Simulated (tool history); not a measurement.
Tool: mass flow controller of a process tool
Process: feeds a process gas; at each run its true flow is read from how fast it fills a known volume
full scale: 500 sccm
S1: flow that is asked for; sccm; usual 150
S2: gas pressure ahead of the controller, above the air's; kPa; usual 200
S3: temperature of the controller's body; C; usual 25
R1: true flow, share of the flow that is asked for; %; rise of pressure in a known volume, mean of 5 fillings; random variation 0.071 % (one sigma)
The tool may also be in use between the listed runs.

{"run": 1, "hour": 0.0, "S1": 150, "S2": 200, "S3": 25, "R1": 99.8}
{"run": 2, "hour": 74.0, "S1": 58, "S2": 200, "S3": 25, "R1": 99.7}
{"run": 3, "hour": 160.5, "S1": 150, "S2": 200, "S3": 25, "R1": 99.87}
{"run": 4, "hour": 240.8, "S1": 150, "S2": 200, "S3": 22, "R1": 99.6}
{"run": 5, "hour": 327.0, "S1": 150, "S2": 200, "S3": 22, "R1": 99.68}
{"run": 6, "hour": 373.3, "S1": 150, "S2": 200, "S3": 22, "R1": 99.8}
{"run": 7, "hour": 459.8, "S1": 150, "S2": 200, "S3": 22, "R1": 99.94}
{"run": 8, "hour": 528.2, "S1": 150, "S2": 200, "S3": 25, "R1": 100.17}
{"run": 9, "hour": 614.9, "S1": 150, "S2": 200, "S3": 25, "R1": 100.24}
{"run": 10, "hour": 687.3, "S1": 150, "S2": 200, "S3": 25, "R1": 100.23}
{"run": 11, "hour": 760.8, "S1": 150, "S2": 200, "S3": 26, "R1": 100.33}
{"run": 12, "hour": 847.5, "S1": 150, "S2": 200, "S3": 26, "R1": 100.41}
{"run": 13, "hour": 920.3, "S1": 150, "S2": 233, "S3": 21, "R1": 100.05}
{"run": 14, "hour": 967.9, "S1": 171, "S2": 246, "S3": 38, "R1": 101.61}
{"run": 15, "hour": 1038.5, "S1": 203, "S2": 200, "S3": 25, "R1": 100.44}
{"run": 16, "hour": 1131.3, "S1": 203, "S2": 208, "S3": 23, "R1": 100.37}
{"run": 17, "hour": 1194.5, "S1": 203, "S2": 208, "S3": 23, "R1": 100.45}
{"run": 18, "hour": 1278.7, "S1": 203, "S2": 208, "S3": 23, "R1": 100.51}
{"run": 19, "hour": 1346.5, "S1": 156, "S2": 200, "S3": 30, "R1": 101.25}

The next listed run, before its measurement:
{"run": 20, "hour": 1444.6, "S1": 156, "S2": 200, "S3": 30, "R1": "?"}

{"run 20": {"R1": 101.34}}
Without the tool's hidden state the same run would have given R1 100.30 %.
